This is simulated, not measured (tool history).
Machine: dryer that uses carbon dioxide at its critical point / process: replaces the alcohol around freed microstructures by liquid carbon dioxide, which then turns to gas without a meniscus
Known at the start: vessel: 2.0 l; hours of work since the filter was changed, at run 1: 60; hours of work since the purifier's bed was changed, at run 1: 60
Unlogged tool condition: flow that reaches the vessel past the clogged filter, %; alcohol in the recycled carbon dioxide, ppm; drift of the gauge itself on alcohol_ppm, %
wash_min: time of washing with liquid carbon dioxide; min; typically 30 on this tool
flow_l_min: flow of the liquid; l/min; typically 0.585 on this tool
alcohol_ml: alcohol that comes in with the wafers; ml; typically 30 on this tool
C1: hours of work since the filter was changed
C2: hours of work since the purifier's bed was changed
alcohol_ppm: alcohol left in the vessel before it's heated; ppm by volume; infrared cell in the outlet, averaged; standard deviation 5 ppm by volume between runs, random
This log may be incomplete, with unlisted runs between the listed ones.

{"run": 1, "hour": 0.0, "wash_min": 30, "flow_l_min": 0.585, "alcohol_ml": 30, "C1": 60, "C2": 60, "alcohol_ppm": 36}
{"run": 2, "hour": 33.2, "wash_min": 30, "flow_l_min": 0.585, "alcohol_ml": 30, "C1": 80, "C2": 80, "alcohol_ppm": 37}
{"run": 3, "hour": 65.7, "wash_min": 30, "flow_l_min": 0.585, "alcohol_ml": 30, "C1": 100, "C2": 100, "alcohol_ppm": 33}
{"run": 4, "hour": 99.4, "wash_min": 30, "flow_l_min": 0.585, "alcohol_ml": 30, "C1": 120, "C2": 120, "alcohol_ppm": 42}
{"run": 5, "hour": 119.7, "wash_min": 30, "flow_l_min": 0.506, "alcohol_ml": 30, "C1": 132, "C2": 132, "alcohol_ppm": 81}
{"run": 6, "hour": 137.6, "wash_min": 45, "flow_l_min": 0.585, "alcohol_ml": 30, "C1": 143, "C2": 143, "alcohol_ppm": 18}
{"run": 7, "hour": 167.8, "wash_min": 30, "flow_l_min": 0.585, "alcohol_ml": 30, "C1": 161, "C2": 161, "alcohol_ppm": 55}
{"run": 8, "hour": 203.8, "wash_min": 30, "flow_l_min": 0.585, "alcohol_ml": 30, "C1": 182, "C2": 182, "alcohol_ppm": 60}
{"run": 9, "hour": 221.1, "wash_min": 30, "flow_l_min": 0.607, "alcohol_ml": 30, "C1": 193, "C2": 193, "alcohol_ppm": 53}
{"run": 10, "hour": 257.3, "wash_min": 30, "flow_l_min": 0.607, "alcohol_ml": 30, "C1": 214, "C2": 214, "alcohol_ppm": 62}
{"run": 11, "hour": 289.3, "wash_min": 30, "flow_l_min": 0.607, "alcohol_ml": 30, "C1": 233, "C2": 233, "alcohol_ppm": 53}
{"run": 12, "hour": 315.9, "wash_min": 30, "flow_l_min": 0.925, "alcohol_ml": 30, "C1": 249, "C2": 249, "alcohol_ppm": 41}
{"run": 13, "hour": 350.1, "wash_min": 30, "flow_l_min": 0.585, "alcohol_ml": 21, "C1": 270, "C2": 270, "alcohol_ppm": 62}
{"hour": 376.7, "done": "inlet filter changed"}
{"run": 14, "hour": 387.2, "wash_min": 30, "flow_l_min": 0.585, "alcohol_ml": 21, "C1": 6, "C2": 291, "alcohol_ppm": 56}
{"run": 15, "hour": 404.6, "wash_min": 30, "flow_l_min": 0.928, "alcohol_ml": 54, "C1": 17, "C2": 302, "alcohol_ppm": 56}
{"run": 16, "hour": 426.3, "wash_min": 45, "flow_l_min": 0.533, "alcohol_ml": 30, "C1": 30, "C2": 315, "alcohol_ppm": 60}
{"run": 17, "hour": 459.2, "wash_min": 30, "flow_l_min": 0.585, "alcohol_ml": 89, "C1": 49, "C2": 334, "alcohol_ppm": 98}
{"run": 18, "hour": 484.4, "wash_min": 18, "flow_l_min": 0.585, "alcohol_ml": 89, "C1": 64, "C2": 350, "alcohol_ppm": 803}
{"run": 19, "hour": 507.8, "wash_min": 32, "flow_l_min": 0.891, "alcohol_ml": 35, "C1": 78, "C2": 364, "alcohol_ppm": 64}
{"run": 20, "hour": 538.9, "wash_min": 32, "flow_l_min": 0.891, "alcohol_ml": 35, "C1": 97, "C2": 382, "alcohol_ppm": 66}
{"run": 21, "hour": 569.3, "wash_min": 32, "flow_l_min": 0.398, "alcohol_ml": 35, "C1": 115, "C2": 400, "alcohol_ppm": 216}

Selected run-to-run steps in alcohol_ppm, each split into two signed amounts: the part the tool would show with no hidden state at all (from settings, incoming material and random variation), and the remainder, which goes to the hidden state together with any gauge scatter not common to the measured and the hidden-state-free results:
Run 17 -> 18: wash_min 30 -> 18. alcohol_ppm +705 ppm by volume: hidden state +100, all else +605.
Run 18 -> 19: wash_min 18 -> 32, flow_l_min 0.585 -> 0.891, alcohol_ml 89 -> 35. alcohol_ppm -739 ppm by volume: hidden state -103, all else -636.

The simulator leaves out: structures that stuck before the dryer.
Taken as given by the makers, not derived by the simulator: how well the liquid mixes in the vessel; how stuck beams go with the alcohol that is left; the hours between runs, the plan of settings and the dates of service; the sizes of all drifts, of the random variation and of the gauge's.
